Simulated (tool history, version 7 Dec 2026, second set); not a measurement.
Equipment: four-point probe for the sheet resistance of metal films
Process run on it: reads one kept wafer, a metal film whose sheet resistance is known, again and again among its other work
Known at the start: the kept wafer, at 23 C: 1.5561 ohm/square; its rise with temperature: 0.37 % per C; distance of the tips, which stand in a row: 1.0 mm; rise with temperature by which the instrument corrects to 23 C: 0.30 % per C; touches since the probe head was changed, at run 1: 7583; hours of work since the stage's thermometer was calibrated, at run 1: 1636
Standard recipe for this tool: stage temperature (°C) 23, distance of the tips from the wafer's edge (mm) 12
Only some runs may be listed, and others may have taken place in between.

run,day,stage temperature (°C),distance of the tips from the wafer's edge (mm),touches since the probe head was changed,hours of work since the stage's thermometer was calibrated,sheet resistance as the instrument gives it (ohm/square)
1,0.000,23,12,7583,1636,1.544791
2,0.825,23,12,7933,1651,1.544677
3,2.071,23,12,8462,1674,1.544761
4,2.854,23,12,8793,1688,1.544038
5,4.033,26,12,9295,1709,1.547791
6,4.725,23,12,9588,1722,1.544679
7,6.000,23,70,10130,1745,1.538739
8,6.825,23,12,10480,1760,1.544619
9,7.483,20,12,10759,1772,1.540683
10,8.083,20,12,11014,1782,1.541100
11,8.767,22,48,11304,1795,1.538307
12,9.933,23,4,11799,1816,1.588206
13,10.779,23,4,12158,1831,1.588381
14,11.992,22,12,12673,1853,1.542608
15,13.167,30,7,13171,1874,1.562778
16,14.129,24,41,13580,1892,1.539712
17,15.162,19,14,14018,1910,1.537924
18,15.771,19,14,14276,1921,1.537500
19,16.938,24,40,14771,1942,1.539767

Here are 3 independent what-if runs from the current tool condition. What would each one return?
A,17.683,24,15,15087,1956,?
B,17.683,30,36,15087,1956,?
C,17.683,34,73,15087,1956,?

run,sheet resistance as the instrument gives it (ohm/square)
A,1.542520
B,1.545735
C,1.549532
Had the tool no hidden state, the same runs would have come out as:
run,sheet resistance as the instrument gives it (ohm/square)
A,1.560868
B,1.564056
C,1.567854

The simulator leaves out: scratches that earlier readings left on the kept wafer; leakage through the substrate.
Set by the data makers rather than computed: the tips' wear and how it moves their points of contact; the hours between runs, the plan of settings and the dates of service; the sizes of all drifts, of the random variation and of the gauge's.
